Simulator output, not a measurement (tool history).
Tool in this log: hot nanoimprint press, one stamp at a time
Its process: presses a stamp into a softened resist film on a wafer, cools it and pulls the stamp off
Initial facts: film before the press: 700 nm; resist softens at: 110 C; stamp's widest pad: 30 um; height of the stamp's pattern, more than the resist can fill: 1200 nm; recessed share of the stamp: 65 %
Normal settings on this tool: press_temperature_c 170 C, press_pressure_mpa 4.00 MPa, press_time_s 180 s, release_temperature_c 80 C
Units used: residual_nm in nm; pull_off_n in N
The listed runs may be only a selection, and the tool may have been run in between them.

run	hour	press_temperature_c	press_pressure_mpa	press_time_s	release_temperature_c	residual_nm	pull_off_n
1	0.0	170	4.00	180	80	397.1	273
2	40.4	170	4.00	180	80	400.3	277
# hour 69.2: press's hydraulic seals changed and the load cell set to zero
3	74.6	170	4.00	180	80	391.1	281
4	116.0	170	4.00	180	80	389.0	286
5	167.7	170	4.00	180	80	391.7	287
6	210.9	170	4.00	180	80	391.5	297
# hour 241.6: stamp cleaned and given a new release coat
7	241.6	179	4.00	180	80	316.4	232
8	289.6	179	4.00	180	80	317.8	248
9	313.4	170	4.00	180	80	401.2	250
10	348.7	170	4.00	180	80	398.9	250
11	382.3	170	4.00	180	80	399.5	257
12	429.8	174	4.00	180	68	361.4	324
13	483.0	170	4.00	109	86	467.3	254
14	536.5	170	4.00	109	86	465.9	253
# hour 568.5: plate thermocouple calibrated
15	595.0	162	3.89	180	80	481.0	275
16	645.1	179	4.00	151	85	335.0	260
17	674.8	170	3.22	141	80	469.0	287
18	697.8	178	5.81	180	79	271.5	297
19	742.1	167	3.62	97	88	520.8	262
# hour 752.9: stamp cleaned and given a new release coat
20	783.9	167	3.62	97	88	512.1	208
21	821.0	172	3.62	97	69	473.8	295
22	846.5	170	4.00	280	74	352.6	286

Measured less the same run without the tool's hidden state. The same run-to-run variation is in both; the gauge's scatter may not be:
The hidden state here: true temperature over the reading, C; pressure that arrives at the usual setting, %; grip of the stamp's worn release coat, % over a new coat's; drift of the gauge itself on residual_nm, %; drift of the gauge itself on pull_off_n, %.
run	residual_nm	pull_off_n
1	+10.3	+35
2	+12.0	+41
3	+1.9	+44
4	+3.3	+49
5	+5.4	+56
6	+7.1	+63
7	+6.7	+2
8	+8.3	+10
9	+11.3	+13
10	+12.5	+18
11	+13.9	+23
12	+14.7	+34
13	+18.4	+35
14	+20.4	+40
15	+10.1	+45
16	+10.5	+48
17	+11.9	+56
18	+13.1	+61
19	+14.4	+59
20	+15.5	+8
21	+17.5	+15
22	+18.6	+19

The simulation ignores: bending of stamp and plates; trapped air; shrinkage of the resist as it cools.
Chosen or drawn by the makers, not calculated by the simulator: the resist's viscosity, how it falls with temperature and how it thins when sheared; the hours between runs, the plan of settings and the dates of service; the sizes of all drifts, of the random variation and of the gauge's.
